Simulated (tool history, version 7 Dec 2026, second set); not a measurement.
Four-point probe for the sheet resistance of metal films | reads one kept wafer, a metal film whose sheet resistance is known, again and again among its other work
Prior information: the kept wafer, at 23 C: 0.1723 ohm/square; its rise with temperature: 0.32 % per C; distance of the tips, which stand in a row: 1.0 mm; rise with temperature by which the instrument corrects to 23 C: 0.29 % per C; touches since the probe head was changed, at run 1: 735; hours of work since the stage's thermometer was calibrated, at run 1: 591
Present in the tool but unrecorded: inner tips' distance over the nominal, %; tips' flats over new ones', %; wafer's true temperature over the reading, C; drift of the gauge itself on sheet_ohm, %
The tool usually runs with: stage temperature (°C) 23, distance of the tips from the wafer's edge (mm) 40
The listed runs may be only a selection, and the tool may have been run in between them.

run	hour	stage temperature (°C)	distance of the tips from the wafer's edge (mm)	touches since the probe head was changed	hours of work since the stage's thermometer was calibrated	sheet resistance as the instrument gives it (ohm/square)
1	0.0	23	40	735	591	0.172616
2	42.6	23	40	1705	618	0.172625
3	115.5	23	40	3366	665	0.172506
4	155.0	18	40	4266	691	0.172230
5	225.5	23	8	5872	736	0.173890
6	287.8	23	12	7291	777	0.173141
7	352.0	23	11	8753	818	0.173240
8	414.1	23	12	10167	858	0.173097
9	482.6	19	55	11726	902	0.172234
10	524.4	33	20	12679	929	0.173223
11	559.3	23	34	13474	952	0.172485
12	600.9	23	34	14423	979	0.172523
13	635.0	23	34	15199	1001	0.172480
14	672.8	34	6	16060	1025	0.175498
15	710.4	34	6	16915	1050	0.175480

Selected run-to-run steps in sheet resistance as the instrument gives it (ohm/square), each split into two signed amounts: the part the tool would show with no hidden state at all (from settings, incoming material and random variation), and the remainder, which goes to the hidden state together with any gauge scatter not common to the measured and the hidden-state-free results:
Run 9 -> 10: stage temperature (°C) 19 -> 33, distance of the tips from the wafer's edge (mm) 55 -> 20. sheet resistance as the instrument gives it (ohm/square) +0.000989: hidden state -0.000021, all else +0.001010.
Run 13 -> 14: stage temperature (°C) 23 -> 34, distance of the tips from the wafer's edge (mm) 34 -> 6. sheet resistance as the instrument gives it (ohm/square) +0.003018: hidden state -0.000018, all else +0.003036.

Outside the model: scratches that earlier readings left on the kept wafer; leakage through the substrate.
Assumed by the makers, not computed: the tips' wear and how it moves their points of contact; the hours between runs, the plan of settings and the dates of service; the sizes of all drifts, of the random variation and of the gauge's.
